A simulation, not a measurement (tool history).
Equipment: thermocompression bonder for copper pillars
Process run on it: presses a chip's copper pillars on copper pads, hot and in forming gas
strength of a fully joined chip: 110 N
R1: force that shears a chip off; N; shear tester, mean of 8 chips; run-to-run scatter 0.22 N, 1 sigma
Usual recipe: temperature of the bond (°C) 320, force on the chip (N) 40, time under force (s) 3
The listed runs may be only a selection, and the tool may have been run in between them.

Run 1, day 0.000: usual settings. Result: R1 49.3 N.
Run 2, day 3.629: usual settings. Result: R1 49.5 N.
Run 3, day 6.500: usual settings. Result: R1 49.6 N.
Run 4, day 10.188: usual settings. Result: R1 49.4 N.
Run 5, day 13.775: usual settings but force on the chip (N) 57. Result: R1 62.5 N.
Run 6, day 16.200: usual settings but force on the chip (N) 57. Result: R1 63.0 N.
Run 7, day 19.879: usual settings but force on the chip (N) 57. Result: R1 63.2 N.
At day 21.683: forming gas filter changed.
Run 8, day 22.212: usual settings but force on the chip (N) 57. Result: R1 64.2 N.
Run 9, day 26.000: usual settings but force on the chip (N) 57. Result: R1 63.8 N.
Run 10, day 28.308: usual settings but force on the chip (N) 57. Result: R1 64.0 N.
Run 11, day 31.183: usual settings but force on the chip (N) 43. Result: R1 53.5 N.
Run 12, day 33.429: usual settings but force on the chip (N) 58. Result: R1 64.5 N.
Run 13, day 35.338: usual settings but temperature of the bond (°C) 299. Result: R1 37.4 N.
Run 14, day 38.742: usual settings but temperature of the bond (°C) 299. Result: R1 37.3 N.
Run 15, day 41.558: usual settings but temperature of the bond (°C) 307. Result: R1 41.6 N.
Run 16, day 43.467: usual settings but temperature of the bond (°C) 307. Result: R1 42.4 N.
Run 17, day 47.029: usual settings. Result: R1 50.6 N.
Run 18, day 49.396: usual settings. Result: R1 50.3 N.
At day 49.692: force cell calibrated.
Run 19, day 52.654: usual settings. Result: R1 49.7 N.
Run 20, day 54.558: usual settings. Result: R1 49.1 N.
Run 21, day 56.179: usual settings but temperature of the bond (°C) 312, force on the chip (N) 27. Result: R1 32.6 N.
At day 57.221: forming gas filter changed.
At day 58.912: force cell calibrated, once more.
Run 22, day 59.883: usual settings but temperature of the bond (°C) 312, force on the chip (N) 27. Result: R1 34.6 N.
Run 23, day 63.638: usual settings but temperature of the bond (°C) 304, force on the chip (N) 42, time under force (s) 4. Result: R1 49.2 N.
Run 24, day 67.154: usual settings but temperature of the bond (°C) 304, force on the chip (N) 42, time under force (s) 4. Result: R1 48.7 N.
Run 25, day 70.583: usual settings but force on the chip (N) 54, time under force (s) 2. Result: R1 56.1 N.
At day 72.221: heater calibrated with a thermocouple chip.
Run 26, day 73.542: usual settings but temperature of the bond (°C) 348, force on the chip (N) 29, time under force (s) 2. Result: R1 45.5 N.
Run 27, day 77.050: usual settings but temperature of the bond (°C) 348, time under force (s) 2. Result: R1 57.3 N.
Run 28, day 80.033: usual settings but temperature of the bond (°C) 310, force on the chip (N) 36. Result: R1 37.6 N.
Run 29, day 82.542: usual settings but temperature of the bond (°C) 322, force on the chip (N) 55. Result: R1 59.7 N.
Run 30, day 86.292: usual settings but temperature of the bond (°C) 322, force on the chip (N) 55. Result: R1 60.5 N.
Run 31, day 88.192: usual settings but force on the chip (N) 30. Result: R1 37.4 N.
Run 32, day 90.771: usual settings but force on the chip (N) 30, time under force (s) 2. Result: R1 31.9 N.
At day 92.946: forming gas filter changed.
Run 33, day 93.958: usual settings but force on the chip (N) 30, time under force (s) 2. Result: R1 32.6 N.
Run 34, day 97.254: usual settings but force on the chip (N) 30, time under force (s) 2. Result: R1 32.5 N.
Run 35, day 99.604: usual settings but force on the chip (N) 30, time under force (s) 2. Result: R1 32.4 N.
Run 36, day 102.692: usual settings but force on the chip (N) 30, time under force (s) 2. Result: R1 32.2 N.
Run 37, day 105.979: usual settings but time under force (s) 6. Result: R1 60.9 N.
Run 38, day 109.679: usual settings but time under force (s) 6. Result: R1 61.1 N.
Run 39, day 112.083: usual settings but temperature of the bond (°C) 300, time under force (s) 6. Result: R1 46.9 N.
Run 40, day 113.654: usual settings but temperature of the bond (°C) 324, force on the chip (N) 26, time under force (s) 5. Result: R1 44.1 N.

Forecast each of these 4 alternatives for the next run:
Run A, day 116.925: usual settings but force on the chip (N) 56, time under force (s) 2. Result: R1 ?.
Run B, day 116.925: usual settings but temperature of the bond (°C) 295, force on the chip (N) 33, time under force (s) 8. Result: R1 ?.
Run C, day 116.925: usual settings but temperature of the bond (°C) 311, force on the chip (N) 46, time under force (s) 2. Result: R1 ?.
Run D, day 116.925: usual settings but temperature of the bond (°C) 315. Result: R1 ?.

run    R1
  A  52.6
  B  42.5
  C  40.3
  D  44.8
Stripped of hidden state, with their random variation kept, the same runs would have yielded:
run    R1
  A  51.9
  B  41.7
  C  39.6
  D  44.1
